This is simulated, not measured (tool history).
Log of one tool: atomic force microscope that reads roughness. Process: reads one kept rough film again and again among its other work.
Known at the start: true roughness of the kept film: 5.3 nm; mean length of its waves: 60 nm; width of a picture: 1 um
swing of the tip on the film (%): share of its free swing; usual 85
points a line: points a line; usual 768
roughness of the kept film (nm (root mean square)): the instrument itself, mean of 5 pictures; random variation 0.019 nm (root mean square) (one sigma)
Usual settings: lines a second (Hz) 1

| run | day | lines a second (Hz) | swing of the tip on the film (%) | points a line | roughness of the kept film (nm (root mean square)) |
|---|---|---|---|---|---|
| 1 | 0 | 1 | 85 | 768 | 4.591 |
| 2 | 0.383 | 1 | 85 | 768 | 4.561 |
| 3 | 0.729 | 1 | 85 | 768 | 4.572 |
| 4 | 1.1 | 1 | 85 | 287 | 4.522 |
| 5 | 1.762 | 1 | 85 | 760 | 4.528 |
| 6 | 2.538 | 1 | 57 | 768 | 4.825 |
|  | 2.617 | height scale calibrated on a step standard |
| 7 | 3.058 | 1 | 57 | 493 | 4.808 |
|  | 3.338 | new tip fitted |
| 8 | 3.558 | 1 | 57 | 493 | 5.048 |
| 9 | 4.008 | 0.5 | 85 | 632 | 4.917 |
| 10 | 4.404 | 0.5 | 85 | 632 | 4.849 |
| 11 | 5.15 | 0.94 | 73 | 729 | 4.841 |

Hidden state or all else? Some run-to-run changes of roughness of the kept film (nm (root mean square)), split into what the settings, what came in and random variation would give without the hidden state, and what is left for the hidden state (with any gauge scatter that isn't in both results):
The hidden state here: radius of the tip, nm; height scale over the true one, %; drift of the gauge itself on roughness_nm, %.
Run 5 -> 6: swing of the tip on the film (%) 85 -> 57, points a line 760 -> 768. roughness of the kept film (nm (root mean square)) +0.297: hidden state -0.035, all else +0.332.
Run 7 -> 8: new tip fitted. roughness of the kept film (nm (root mean square)) +0.24: hidden state +0.23, all else +0.01.
